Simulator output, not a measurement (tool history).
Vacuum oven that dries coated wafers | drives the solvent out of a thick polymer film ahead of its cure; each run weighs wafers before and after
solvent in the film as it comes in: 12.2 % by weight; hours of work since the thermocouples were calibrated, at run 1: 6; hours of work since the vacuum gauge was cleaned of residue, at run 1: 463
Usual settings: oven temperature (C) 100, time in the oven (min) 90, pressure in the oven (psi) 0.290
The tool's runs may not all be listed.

run	hour	oven temperature (C)	time in the oven (min)	pressure in the oven (psi)	hours of work since the thermocouples were calibrated	hours of work since the vacuum gauge was cleaned of residue	solvent left in the film (%)
1	0.0	100	90	0.290	6	463	3.09
2	19.3	100	90	0.290	20	477	3.08
3	35.3	111	90	0.290	32	489	1.45
4	47.1	111	90	0.290	40	497	1.54
5	65.1	111	90	0.290	53	510	1.56
6	84.1	111	90	0.290	67	524	1.46
7	105.8	115	90	0.290	83	540	1.23
8	123.0	100	90	0.290	95	552	3.21
9	134.9	100	90	0.290	104	561	3.21
10	152.7	100	90	0.290	117	574	3.19
11	169.2	100	90	0.290	128	586	3.21
12	178.0	100	50	0.290	135	592	4.85
13	189.3	100	50	0.290	143	600	4.94
14	209.0	100	50	0.290	157	615	4.89
15	227.5	100	90	0.229	171	628	2.97
16	243.5	100	90	0.229	182	640	2.96
17	256.9	100	90	0.229	192	649	2.91
18	278.3	100	90	0.229	207	665	2.97
19	298.2	100	109	0.290	222	679	2.90
20	317.0	100	109	0.290	235	693	2.81
21	326.5	100	109	0.290	242	700	2.84
22	347.2	100	109	0.560	257	715	4.24
23	360.5	100	90	0.210	267	724	2.92
24	377.4	100	90	0.210	279	736	2.94
25	391.0	100	90	0.210	289	746	3.02
26	406.3	88	70	0.286	300	757	6.95
27	417.4	88	70	0.286	308	765	7.05
28	430.4	112	153	0.880	317	775	3.47
29	445.2	112	153	0.880	328	785	3.41
30	455.2	112	153	0.880	335	793	3.39
31	473.2	86	153	1.094	348	806	11.23
32	493.3	86	153	1.094	363	820	10.95
# hour 496.5: oven's thermocouples calibrated
33	513.0	86	153	1.094	12	833	11.49
34	534.6	86	153	1.094	28	849	11.25
35	553.5	86	153	1.094	41	862	11.27
36	573.1	114	121	0.640	55	877	2.44
37	588.5	112	100	0.290	67	888	1.56
38	603.5	101	75	0.261	77	899	3.61
# hour 619.1: oven's thermocouples calibrated, once more
39	622.0	88	49	0.261	2	910	7.66
40	638.1	106	85	0.196	14	922	1.75
41	655.9	108	90	0.416	27	935	2.45
42	667.6	100	121	0.442	35	943	3.39
43	678.6	100	90	0.667	43	951	5.05
44	698.9	97	126	0.173	58	966	2.49
45	709.1	97	126	0.173	65	973	2.45
46	727.8	101	62	1.018	79	987	7.02
47	738.3	101	62	1.018	86	995	7.00

3 ways to go on from here, each from the tool as it stands after run 47. What would each give?
A	756.5	114	85	0.290	99	1008	?
B	756.5	101	62	0.561	99	1008	?
C	756.5	105	105	0.970	99	1008	?

run	solvent left in the film (%)
A	1.31
B	5.07
C	5.00
Without the tool's hidden state the same runs would have given:
run	solvent left in the film (%)
A	1.07
B	4.70
C	4.63
